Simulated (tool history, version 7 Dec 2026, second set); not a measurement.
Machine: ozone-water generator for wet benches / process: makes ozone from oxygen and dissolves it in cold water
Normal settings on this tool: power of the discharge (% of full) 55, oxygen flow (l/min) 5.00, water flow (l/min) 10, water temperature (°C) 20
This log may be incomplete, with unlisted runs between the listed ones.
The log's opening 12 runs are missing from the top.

| run | hour | power of the discharge (% of full) | oxygen flow (l/min) | water flow (l/min) | water temperature (°C) | dissolved ozone (ppm) | ozone in the gas ahead of the water (g/m3) |
|---|---|---|---|---|---|---|---|
| 13 | 848.7 | 55 | 5.09 | 10 | 20 | 15.0 | 127.6 |
| 14 | 934.3 | 55 | 5.00 | 10 | 20 | 15.2 | 128.7 |
| 15 | 1002.2 | 55 | 5.00 | 10 | 13 | 17.3 | 128.4 |
| 16 | 1091.8 | 55 | 5.00 | 10 | 13 | 17.2 | 127.5 |
| 17 | 1130.9 | 55 | 6.35 | 7 | 13 | 22.5 | 114.9 |
| 18 | 1213.3 | 48 | 7.96 | 15 | 21 | 9.4 | 97.2 |
| 19 | 1306.9 | 55 | 7.86 | 7 | 20 | 18.3 | 105.1 |
| 20 | 1384.8 | 44 | 3.82 | 6 | 20 | 19.3 | 123.0 |
| 21 | 1444.6 | 46 | 3.17 | 7 | 20 | 17.7 | 135.2 |
| 22 | 1537.4 | 46 | 3.17 | 7 | 20 | 18.3 | 135.9 |
|  | 1542.7 | water thermometer calibrated |
| 23 | 1621.8 | 90 | 2.89 | 7 | 20 | 27.8 | 217.5 |
| 24 | 1682.8 | 90 | 2.89 | 7 | 20 | 27.8 | 216.6 |
| 25 | 1734.1 | 59 | 2.65 | 10 | 20 | 15.2 | 173.0 |
| 26 | 1774.4 | 55 | 5.00 | 10 | 23 | 14.3 | 124.8 |
| 27 | 1842.2 | 55 | 5.00 | 10 | 23 | 13.9 | 124.1 |
|  | 1910.2 | water thermometer calibrated, once more |
| 28 | 1933.3 | 55 | 2.81 | 10 | 20 | 14.4 | 158.8 |
| 29 | 2017.8 | 94 | 7.34 | 10 | 14 | 23.2 | 150.5 |
| 30 | 2081.1 | 55 | 2.97 | 10 | 20 | 14.5 | 153.4 |
| 31 | 2131.4 | 42 | 5.00 | 14 | 12 | 10.3 | 104.4 |
| 32 | 2218.1 | 63 | 7.83 | 11 | 24 | 12.9 | 113.1 |

Alternative continuations, all from the tool just after run 32; predict every row:
| A | 2275.0 | 63 | 7.83 | 8 | 25 | ? | ? |
| B | 2275.0 | 77 | 7.83 | 11 | 24 | ? | ? |
| C | 2275.0 | 54 | 5.00 | 10 | 20 | ? | ? |
| D | 2275.0 | 63 | 7.83 | 9 | 25 | ? | ? |
| E | 2275.0 | 55 | 5.00 | 10 | 14 | ? | ? |

| run | dissolved ozone (ppm) | ozone in the gas ahead of the water (g/m3) |
|---|---|---|
| A | 15.8 | 113.0 |
| B | 15.0 | 128.9 |
| C | 14.3 | 123.1 |
| D | 14.8 | 112.4 |
| E | 16.5 | 124.6 |
Stripped of hidden state, with their random variation kept, the same runs would have yielded:
| run | dissolved ozone (ppm) | ozone in the gas ahead of the water (g/m3) |
|---|---|---|
| A | 17.3 | 121.5 |
| B | 16.5 | 140.0 |
| C | 15.6 | 131.3 |
| D | 16.2 | 120.9 |
| E | 17.9 | 133.1 |

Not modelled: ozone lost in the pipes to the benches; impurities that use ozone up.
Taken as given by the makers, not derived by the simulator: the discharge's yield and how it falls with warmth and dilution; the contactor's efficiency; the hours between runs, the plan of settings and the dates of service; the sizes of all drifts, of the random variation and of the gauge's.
